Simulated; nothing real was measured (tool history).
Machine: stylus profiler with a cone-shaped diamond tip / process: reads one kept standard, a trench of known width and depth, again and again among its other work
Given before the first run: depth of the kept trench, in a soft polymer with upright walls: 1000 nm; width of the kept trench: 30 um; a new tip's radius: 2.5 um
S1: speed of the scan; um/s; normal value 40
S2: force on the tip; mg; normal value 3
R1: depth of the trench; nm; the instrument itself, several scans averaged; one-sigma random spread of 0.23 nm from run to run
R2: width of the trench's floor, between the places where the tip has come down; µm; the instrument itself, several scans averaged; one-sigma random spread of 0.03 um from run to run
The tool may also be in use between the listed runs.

run,day,S1,S2,R1,R2
1,0,40,3,1013.45,25.54
2,0.879,40,3,1013.95,25.58
3,2.104,40,3,1013.9,25.6
4,3.279,40,3,1013.87,25.6
5,4.138,40,2.88,1013.65,25.55
6,5.433,40,2.88,1013.51,25.56
7,6.942,40,1.57,1009.27,25.41
8,8.592,40,3,1013.66,25.5
9,10.292,40,3,1014.14,25.54
10,11.458,57,3,1014.45,25.4
11,12.679,13,3,1014.47,25.67
12,13.883,13,3,1014.17,25.57
13,15.783,13,3,1014.5,25.63
14,16.554,13,3.23,1015.07,25.59
# day 16.7: height scale calibrated on a step standard
15,17.508,40,3,1014.87,25.39
16,18.904,40,3,1015.05,25.34
17,19.833,40,3,1015.29,25.41
# day 20.696: height scale calibrated on a step standard, once more
18,20.696,65,6.9,1022.97,25.36
19,21.596,106,3,1013.01,25.08
20,22.488,52,3,1012.91,25.35
21,24.15,40,5.46,1019.46,25.36
22,25.408,58,7.1,1023.11,25.34
23,26.521,58,2.78,1012.7,25.23
24,27.912,58,2.78,1012.69,25.23
25,29.088,64,1.41,1008.19,25.06
26,30.388,148,1.33,1008.42,24.36
27,31.362,49,2.36,1011.68,25.21
28,33.162,115,2.73,1013.29,24.88
29,34.638,68,1.8,1010.25,25.01
30,36.175,24,4.16,1017.5,25.37

Per-run results on a tool with no hidden state, each run keeping its own random variation:
Hidden state present: radius of the tip, um; height scale over the true one, %; drift of the gauge itself on depth_nm, %; drift of the gauge itself on floor_um, %.
run,R1,R2
1,1012.67,25.73
2,1013.13,25.78
3,1013.01,25.81
4,1012.93,25.82
5,1012.66,25.78
6,1012.45,25.8
7,1008.14,25.67
8,1012.44,25.78
9,1012.84,25.84
10,1013.09,25.71
11,1013.04,25.99
12,1012.68,25.9
13,1012.92,25.98
14,1013.45,25.95
15,1012.83,25.76
16,1012.94,25.73
17,1013.13,25.81
18,1022.75,25.77
19,1012.75,25.49
20,1012.6,25.78
21,1019.06,25.8
22,1022.64,25.8
23,1012.18,25.7
24,1012.1,25.71
25,1007.54,25.55
26,1007.71,24.86
27,1010.91,25.72
28,1012.43,25.41
29,1009.32,25.56
30,1016.48,25.93
